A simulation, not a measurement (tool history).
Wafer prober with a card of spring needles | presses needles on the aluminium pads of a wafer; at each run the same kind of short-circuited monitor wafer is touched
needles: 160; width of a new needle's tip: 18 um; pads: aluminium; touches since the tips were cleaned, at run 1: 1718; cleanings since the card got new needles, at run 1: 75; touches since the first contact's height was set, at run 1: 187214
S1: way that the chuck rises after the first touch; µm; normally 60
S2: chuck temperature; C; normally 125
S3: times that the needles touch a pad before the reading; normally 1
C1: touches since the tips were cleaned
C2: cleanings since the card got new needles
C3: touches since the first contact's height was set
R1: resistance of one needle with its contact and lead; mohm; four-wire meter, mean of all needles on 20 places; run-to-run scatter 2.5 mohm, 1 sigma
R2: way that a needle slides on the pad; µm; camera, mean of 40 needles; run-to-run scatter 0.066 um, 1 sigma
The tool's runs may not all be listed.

{"run": 1, "hour": 0.0, "S1": 60, "S2": 125, "S3": 1, "C1": 1718, "C2": 75, "C3": 187214, "R1": 285, "R2": 14.34}
{"hour": 12.0, "done": "tips cleaned on abrasive film"}
{"hour": 34.3, "done": "tips cleaned on abrasive film"}
{"run": 2, "hour": 44.4, "S1": 60, "S2": 125, "S3": 1, "C1": 2409, "C2": 77, "C3": 197708, "R1": 282, "R2": 14.41}
{"hour": 49.3, "done": "height of the first contact set anew"}
{"hour": 56.2, "done": "tips cleaned on abrasive film"}
{"hour": 78.9, "done": "tips cleaned on abrasive film"}
{"hour": 100.6, "done": "tips cleaned on abrasive film"}
{"run": 3, "hour": 117.2, "S1": 60, "S2": 125, "S3": 1, "C1": 3941, "C2": 80, "C3": 16048, "R1": 280, "R2": 14.37}
{"hour": 122.0, "done": "tips cleaned on abrasive film"}
{"hour": 143.2, "done": "tips cleaned on abrasive film"}
{"hour": 166.2, "done": "tips cleaned on abrasive film"}
{"run": 4, "hour": 183.4, "S1": 60, "S2": 125, "S3": 1, "C1": 4071, "C2": 83, "C3": 31673, "R1": 288, "R2": 14.5}
{"hour": 188.1, "done": "tips cleaned on abrasive film"}
{"hour": 209.0, "done": "tips cleaned on abrasive film"}
{"hour": 229.4, "done": "tips cleaned on abrasive film"}
{"hour": 251.3, "done": "tips cleaned on abrasive film"}
{"run": 5, "hour": 252.8, "S1": 60, "S2": 125, "S3": 1, "C1": 352, "C2": 87, "C3": 48058, "R1": 282, "R2": 14.6}
{"hour": 271.3, "done": "tips cleaned on abrasive film"}
{"hour": 289.9, "done": "tips cleaned on abrasive film"}
{"hour": 313.2, "done": "tips cleaned on abrasive film"}
{"run": 6, "hour": 323.1, "S1": 60, "S2": 29, "S3": 1, "C1": 2356, "C2": 90, "C3": 64668, "R1": 259, "R2": 14.57}
{"hour": 331.9, "done": "tips cleaned on abrasive film"}
{"hour": 354.0, "done": "tips cleaned on abrasive film"}
{"hour": 376.2, "done": "tips cleaned on abrasive film"}
{"run": 7, "hour": 385.8, "S1": 60, "S2": 29, "S3": 1, "C1": 2277, "C2": 93, "C3": 79482, "R1": 252, "R2": 14.56}
{"hour": 395.2, "done": "tips cleaned on abrasive film"}
{"hour": 418.4, "done": "tips cleaned on abrasive film"}
{"hour": 437.0, "done": "tips cleaned on abrasive film"}
{"run": 8, "hour": 437.0, "S1": 60, "S2": 29, "S3": 1, "C1": 0, "C2": 96, "C3": 91566, "R1": 254, "R2": 14.69}
{"hour": 458.2, "done": "tips cleaned on abrasive film"}
{"hour": 480.4, "done": "tips cleaned on abrasive film"}
{"hour": 503.0, "done": "tips cleaned on abrasive film"}
{"run": 9, "hour": 503.7, "S1": 60, "S2": 29, "S3": 1, "C1": 165, "C2": 99, "C3": 107324, "R1": 260, "R2": 14.61}
{"hour": 525.1, "done": "tips cleaned on abrasive film"}
{"hour": 548.3, "done": "tips cleaned on abrasive film"}
{"hour": 566.9, "done": "tips cleaned on abrasive film"}
{"run": 10, "hour": 567.2, "S1": 60, "S2": 34, "S3": 1, "C1": 64, "C2": 102, "C3": 122312, "R1": 259, "R2": 14.73}
{"hour": 585.8, "done": "tips cleaned on abrasive film"}
{"hour": 604.4, "done": "tips cleaned on abrasive film"}
{"hour": 627.0, "done": "tips cleaned on abrasive film"}
{"run": 11, "hour": 631.1, "S1": 60, "S2": 125, "S3": 1, "C1": 986, "C2": 105, "C3": 137424, "R1": 285, "R2": 14.54}
{"hour": 647.9, "done": "tips cleaned on abrasive film"}
{"hour": 670.6, "done": "tips cleaned on abrasive film"}
{"hour": 692.3, "done": "tips cleaned on abrasive film"}
{"run": 12, "hour": 697.8, "S1": 60, "S2": 120, "S3": 1, "C1": 1293, "C2": 108, "C3": 153176, "R1": 281, "R2": 14.69}
{"hour": 705.7, "done": "gauge calibrated"}
{"hour": 713.7, "done": "tips cleaned on abrasive film"}
{"hour": 733.2, "done": "tips cleaned on abrasive film"}
{"run": 13, "hour": 733.2, "S1": 60, "S2": 120, "S3": 1, "C1": 0, "C2": 110, "C3": 161532, "R1": 284, "R2": 14.41}
{"hour": 756.4, "done": "tips cleaned on abrasive film"}
{"run": 14, "hour": 771.6, "S1": 60, "S2": 120, "S3": 1, "C1": 3591, "C2": 111, "C3": 170611, "R1": 282, "R2": 14.39}
{"hour": 775.5, "done": "tips cleaned on abrasive film"}
{"hour": 797.9, "done": "tips cleaned on abrasive film"}
{"hour": 819.2, "done": "tips cleaned on abrasive film"}
{"run": 15, "hour": 822.9, "S1": 47, "S2": 102, "S3": 1, "C1": 879, "C2": 114, "C3": 182731, "R1": 284, "R2": 11.24}
{"hour": 841.3, "done": "tips cleaned on abrasive film"}
{"hour": 863.3, "done": "tips cleaned on abrasive film"}
{"run": 16, "hour": 870.5, "S1": 43, "S2": 64, "S3": 2, "C1": 1714, "C2": 116, "C3": 193979, "R1": 274, "R2": 10.44}
{"hour": 883.1, "done": "tips cleaned on abrasive film"}
{"hour": 891.7, "done": "height of the first contact set anew"}
{"hour": 905.7, "done": "tips cleaned on abrasive film"}
{"run": 17, "hour": 920.2, "S1": 43, "S2": 64, "S3": 2, "C1": 3460, "C2": 118, "C3": 6753, "R1": 276, "R2": 10.4}
{"hour": 925.0, "done": "tips cleaned on abrasive film"}
{"hour": 947.0, "done": "tips cleaned on abrasive film"}
{"run": 18, "hour": 957.5, "S1": 50, "S2": 125, "S3": 1, "C1": 2491, "C2": 120, "C3": 15552, "R1": 291, "R2": 12.3}
{"hour": 966.0, "done": "tips cleaned on abrasive film"}
{"hour": 988.7, "done": "tips cleaned on abrasive film"}
{"run": 19, "hour": 999.8, "S1": 50, "S2": 125, "S3": 1, "C1": 2628, "C2": 122, "C3": 25543, "R1": 285, "R2": 12.28}
{"hour": 1008.5, "done": "tips cleaned on abrasive film"}
{"hour": 1031.8, "done": "tips cleaned on abrasive film"}
{"hour": 1054.3, "done": "tips cleaned on abrasive film"}
{"run": 20, "hour": 1063.5, "S1": 49, "S2": 49, "S3": 2, "C1": 2189, "C2": 125, "C3": 40597, "R1": 264, "R2": 11.91}
{"hour": 1076.7, "done": "tips cleaned on abrasive film"}
{"hour": 1100.0, "done": "tips cleaned on abrasive film"}
{"hour": 1123.1, "done": "tips cleaned on abrasive film"}
{"run": 21, "hour": 1134.0, "S1": 49, "S2": 49, "S3": 2, "C1": 2591, "C2": 128, "C3": 57249, "R1": 270, "R2": 11.91}
{"hour": 1142.3, "done": "tips cleaned on abrasive film"}
{"hour": 1163.6, "done": "tips cleaned on abrasive film"}
{"hour": 1186.0, "done": "tips cleaned on abrasive film"}
{"hour": 1207.3, "done": "tips cleaned on abrasive film"}
{"run": 22, "hour": 1209.8, "S1": 57, "S2": 62, "S3": 1, "C1": 592, "C2": 132, "C3": 75154, "R1": 266, "R2": 14.05}
{"hour": 1226.9, "done": "tips cleaned on abrasive film"}
{"hour": 1248.6, "done": "tips cleaned on abrasive film"}
{"hour": 1270.9, "done": "tips cleaned on abrasive film"}
{"run": 23, "hour": 1273.7, "S1": 62, "S2": 125, "S3": 1, "C1": 663, "C2": 135, "C3": 90235, "R1": 283, "R2": 15.2}
{"hour": 1290.3, "done": "tips cleaned on abrasive film"}
{"hour": 1311.6, "done": "tips cleaned on abrasive film"}
{"hour": 1331.1, "done": "tips cleaned on abrasive film"}
{"hour": 1351.7, "done": "tips cleaned on abrasive film"}
{"run": 24, "hour": 1353.7, "S1": 43, "S2": 43, "S3": 3, "C1": 468, "C2": 139, "C3": 109138, "R1": 270, "R2": 10.6}
{"hour": 1372.9, "done": "tips cleaned on abrasive film"}
{"hour": 1393.2, "done": "tips cleaned on abrasive film"}
{"run": 25, "hour": 1393.2, "S1": 60, "S2": 111, "S3": 3, "C1": 0, "C2": 141, "C3": 118459, "R1": 280, "R2": 14.82}
{"hour": 1415.8, "done": "tips cleaned on abrasive film"}
{"hour": 1437.4, "done": "tips cleaned on abrasive film"}
{"run": 26, "hour": 1447.0, "S1": 57, "S2": 125, "S3": 3, "C1": 2260, "C2": 143, "C3": 131176, "R1": 281, "R2": 14.18}
{"hour": 1458.9, "done": "tips cleaned on abrasive film"}
{"hour": 1480.1, "done": "tips cleaned on abrasive film"}
{"run": 27, "hour": 1484.4, "S1": 49, "S2": 125, "S3": 2, "C1": 1009, "C2": 145, "C3": 140005, "R1": 290, "R2": 12.07}

4 options for the next run, each taken on its own from the tool as it stands now. Forecast them:
{"hour": 1501.8, "done": "tips cleaned on abrasive film"}
{"hour": 1524.1, "done": "tips cleaned on abrasive film"}
{"hour": 1546.4, "done": "tips cleaned on abrasive film"}
{"run": "A", "hour": 1546.7, "S1": 53, "S2": 72, "S3": 3, "C1": 90, "C2": 148, "C3": 154739, "R1": "?", "R2": "?"}
{"hour": 1501.8, "done": "tips cleaned on abrasive film"}
{"hour": 1524.1, "done": "tips cleaned on abrasive film"}
{"hour": 1546.4, "done": "tips cleaned on abrasive film"}
{"run": "B", "hour": 1546.7, "S1": 49, "S2": 64, "S3": 2, "C1": 90, "C2": 148, "C3": 154739, "R1": "?", "R2": "?"}
{"hour": 1501.8, "done": "tips cleaned on abrasive film"}
{"hour": 1524.1, "done": "tips cleaned on abrasive film"}
{"hour": 1546.4, "done": "tips cleaned on abrasive film"}
{"run": "C", "hour": 1546.7, "S1": 76, "S2": 36, "S3": 1, "C1": 90, "C2": 148, "C3": 154739, "R1": "?", "R2": "?"}
{"hour": 1501.8, "done": "tips cleaned on abrasive film"}
{"hour": 1524.1, "done": "tips cleaned on abrasive film"}
{"hour": 1546.4, "done": "tips cleaned on abrasive film"}
{"run": "D", "hour": 1546.7, "S1": 49, "S2": 28, "S3": 2, "C1": 90, "C2": 148, "C3": 154739, "R1": "?", "R2": "?"}

run=A R1=275 R2=13.09
run=B R1=268 R2=12.13
run=C R1=256 R2=18.76
run=D R1=262 R2=12.08
Take away the tool's hidden state, keep each run's random variation, and the runs would have read:
run=A R1=275 R2=12.72
run=B R1=268 R2=11.78
run=C R1=255 R2=18.22
run=D R1=262 R2=11.73
